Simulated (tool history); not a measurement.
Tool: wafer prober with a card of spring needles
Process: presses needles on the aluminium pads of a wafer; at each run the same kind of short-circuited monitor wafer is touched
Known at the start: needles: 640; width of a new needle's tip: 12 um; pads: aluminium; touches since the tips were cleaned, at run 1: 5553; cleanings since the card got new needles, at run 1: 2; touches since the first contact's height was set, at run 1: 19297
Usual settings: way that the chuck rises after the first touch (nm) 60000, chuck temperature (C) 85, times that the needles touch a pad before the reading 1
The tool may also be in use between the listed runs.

| run | hour | way that the chuck rises after the first touch (nm) | chuck temperature (C) | times that the needles touch a pad before the reading | touches since the tips were cleaned | cleanings since the card got new needles | touches since the first contact's height was set | resistance of one needle with its contact and lead (mohm) | way that a needle slides on the pad (nm) |
|---|---|---|---|---|---|---|---|---|---|
| 1 | 0 | 60000 | 85 | 1 | 5553 | 2 | 19297 | 295 | 10950 |
|  | 4.4 | tips cleaned on abrasive film |
|  | 23.9 | tips cleaned on abrasive film |
|  | 44.8 | tips cleaned on abrasive film |
| 2 | 59.3 | 60000 | 85 | 1 | 4810 | 5 | 38915 | 294 | 10960 |
|  | 63.7 | tips cleaned on abrasive film |
|  | 85 | tips cleaned on abrasive film |
|  | 102.3 | tips cleaned on abrasive film |
| 3 | 105.3 | 60000 | 85 | 1 | 1015 | 8 | 54104 | 292 | 10920 |
|  | 120.7 | tips cleaned on abrasive film |
|  | 140.5 | tips cleaned on abrasive film |
| 4 | 151.5 | 60000 | 85 | 1 | 3639 | 10 | 69380 | 292 | 10940 |
|  | 158.4 | tips cleaned on abrasive film |
|  | 178.7 | tips cleaned on abrasive film |
|  | 199.4 | tips cleaned on abrasive film |
| 5 | 206.1 | 60000 | 85 | 1 | 2222 | 13 | 87452 | 291 | 10960 |
|  | 218.2 | tips cleaned on abrasive film |
|  | 222.8 | height of the first contact set anew |
|  | 239.8 | tips cleaned on abrasive film |
|  | 258.7 | tips cleaned on abrasive film |
| 6 | 263.7 | 60000 | 85 | 1 | 1659 | 16 | 13521 | 291 | 10990 |
|  | 276.6 | tips cleaned on abrasive film |
|  | 296.8 | tips cleaned on abrasive film |
|  | 314 | tips cleaned on abrasive film |
| 7 | 323.4 | 60000 | 85 | 1 | 3111 | 19 | 33273 | 295 | 11020 |
|  | 332 | tips cleaned on abrasive film |
|  | 352.2 | tips cleaned on abrasive film |
| 8 | 355.2 | 60000 | 85 | 1 | 1023 | 21 | 43801 | 290 | 10970 |
|  | 371.6 | tips cleaned on abrasive film |
|  | 392.2 | tips cleaned on abrasive film |
| 9 | 408.7 | 60000 | 85 | 1 | 5474 | 23 | 61492 | 296 | 10940 |
|  | 413 | tips cleaned on abrasive film |
|  | 430.5 | tips cleaned on abrasive film |
|  | 449.3 | tips cleaned on abrasive film |
| 10 | 462.5 | 60000 | 85 | 1 | 4390 | 26 | 79305 | 297 | 10960 |
|  | 466.9 | tips cleaned on abrasive film |
|  | 486.2 | tips cleaned on abrasive film |
| 11 | 492.1 | 60000 | 85 | 1 | 1949 | 28 | 89054 | 293 | 11010 |
|  | 504.8 | tips cleaned on abrasive film |
|  | 505.1 | height of the first contact set anew |
|  | 524.4 | tips cleaned on abrasive film |
| 12 | 524.4 | 60000 | 74 | 1 | 0 | 30 | 6403 | 288 | 10980 |
|  | 545.7 | tips cleaned on abrasive film |
|  | 567.2 | tips cleaned on abrasive film |
|  | 586.9 | tips cleaned on abrasive film |
| 13 | 593.8 | 60000 | 74 | 1 | 2272 | 33 | 29352 | 288 | 11000 |
|  | 606.7 | tips cleaned on abrasive film |
|  | 627.4 | tips cleaned on abrasive film |
|  | 648.4 | tips cleaned on abrasive film |
| 14 | 653.2 | 60000 | 85 | 1 | 1598 | 36 | 49016 | 297 | 11010 |
|  | 666.2 | tips cleaned on abrasive film |
|  | 687.6 | tips cleaned on abrasive film |
|  | 709.1 | tips cleaned on abrasive film |
| 15 | 714.5 | 74000 | 78 | 1 | 1823 | 39 | 69296 | 288 | 13600 |
|  | 726.9 | tips cleaned on abrasive film |
|  | 747.1 | tips cleaned on abrasive film |
| 16 | 751.3 | 45000 | 112 | 3 | 1389 | 41 | 81459 | 310 | 8250 |
|  | 768.5 | tips cleaned on abrasive film |
|  | 789.1 | tips cleaned on abrasive film |
|  | 789.4 | height of the first contact set anew |
| 17 | 799.3 | 70000 | 112 | 1 | 3286 | 43 | 3286 | 293 | 12860 |
|  | 806.7 | tips cleaned on abrasive film |
|  | 826.9 | tips cleaned on abrasive film |
| 18 | 841.8 | 80000 | 64 | 1 | 4974 | 45 | 17364 | 280 | 14710 |
|  | 845.9 | tips cleaned on abrasive film |
|  | 867.4 | tips cleaned on abrasive film |
| 19 | 875.9 | 78000 | 96 | 2 | 2827 | 47 | 28631 | 295 | 14350 |
|  | 888.9 | tips cleaned on abrasive film |
|  | 909.7 | tips cleaned on abrasive film |
|  | 929.6 | tips cleaned on abrasive film |
| 20 | 929.6 | 64000 | 70 | 1 | 0 | 50 | 46363 | 286 | 11780 |
|  | 949.4 | tips cleaned on abrasive film |
|  | 970.1 | tips cleaned on abrasive film |
|  | 988.1 | tips cleaned on abrasive film |
| 21 | 988.1 | 64000 | 79 | 1 | 0 | 53 | 65739 | 291 | 11810 |
|  | 1007.9 | tips cleaned on abrasive film |
|  | 1025.3 | tips cleaned on abrasive film |
|  | 1045.3 | tips cleaned on abrasive film |
| 22 | 1054.9 | 60000 | 60 | 3 | 3183 | 56 | 87832 | 284 | 11070 |
|  | 1063.2 | tips cleaned on abrasive film |
|  | 1072.1 | height of the first contact set anew |
|  | 1083.2 | tips cleaned on abrasive film |
|  | 1101.2 | tips cleaned on abrasive film |
|  | 1118.5 | tips cleaned on abrasive film |
| 23 | 1118.5 | 60000 | 50 | 1 | 0 | 60 | 15314 | 284 | 11090 |
|  | 1140 | tips cleaned on abrasive film |
|  | 1160.9 | tips cleaned on abrasive film |
| 24 | 1165.3 | 78000 | 64 | 2 | 1483 | 62 | 30821 | 283 | 14400 |
|  | 1182.3 | tips cleaned on abrasive film |
| 25 | 1197.1 | 57000 | 43 | 1 | 4952 | 63 | 41368 | 277 | 10490 |
|  | 1201.5 | tips cleaned on abrasive film |
|  | 1223 | tips cleaned on abrasive film |
| 26 | 1226.9 | 68000 | 32 | 2 | 1287 | 65 | 51198 | 273 | 12520 |
|  | 1243.3 | tips cleaned on abrasive film |
|  | 1263.1 | tips cleaned on abrasive film |
|  | 1280.3 | tips cleaned on abrasive film |
| 27 | 1285.1 | 60000 | 86 | 1 | 1595 | 68 | 70450 | 295 | 11030 |
|  | 1300.1 | tips cleaned on abrasive film |
|  | 1319 | tips cleaned on abrasive film |
| 28 | 1330.2 | 60000 | 31 | 1 | 3723 | 70 | 85376 | 273 | 11070 |

Forecast each of these 3 alternatives for the next run:
|  | 1338.9 | tips cleaned on abrasive film |
|  | 1356.3 | height of the first contact set anew |
|  | 1360.7 | tips cleaned on abrasive film |
|  | 1381.2 | tips cleaned on abrasive film |
| A | 1390 | 76000 | 31 | 2 | 2931 | 73 | 11120 | ? | ? |
|  | 1338.9 | tips cleaned on abrasive film |
|  | 1356.3 | height of the first contact set anew |
|  | 1360.7 | tips cleaned on abrasive film |
|  | 1381.2 | tips cleaned on abrasive film |
| B | 1390 | 60000 | 85 | 2 | 2931 | 73 | 11120 | ? | ? |
|  | 1338.9 | tips cleaned on abrasive film |
|  | 1356.3 | height of the first contact set anew |
|  | 1360.7 | tips cleaned on abrasive film |
|  | 1381.2 | tips cleaned on abrasive film |
| C | 1390 | 58000 | 72 | 2 | 2931 | 73 | 11120 | ? | ? |

| run | resistance of one needle with its contact and lead (mohm) | way that a needle slides on the pad (nm) |
|---|---|---|
| A | 270 | 14030 |
| B | 293 | 11050 |
| C | 292 | 10680 |
Without the tool's hidden state the same runs would have given:
| run | resistance of one needle with its contact and lead (mohm) | way that a needle slides on the pad (nm) |
|---|---|---|
| A | 270 | 13850 |
| B | 293 | 10910 |
| C | 292 | 10540 |
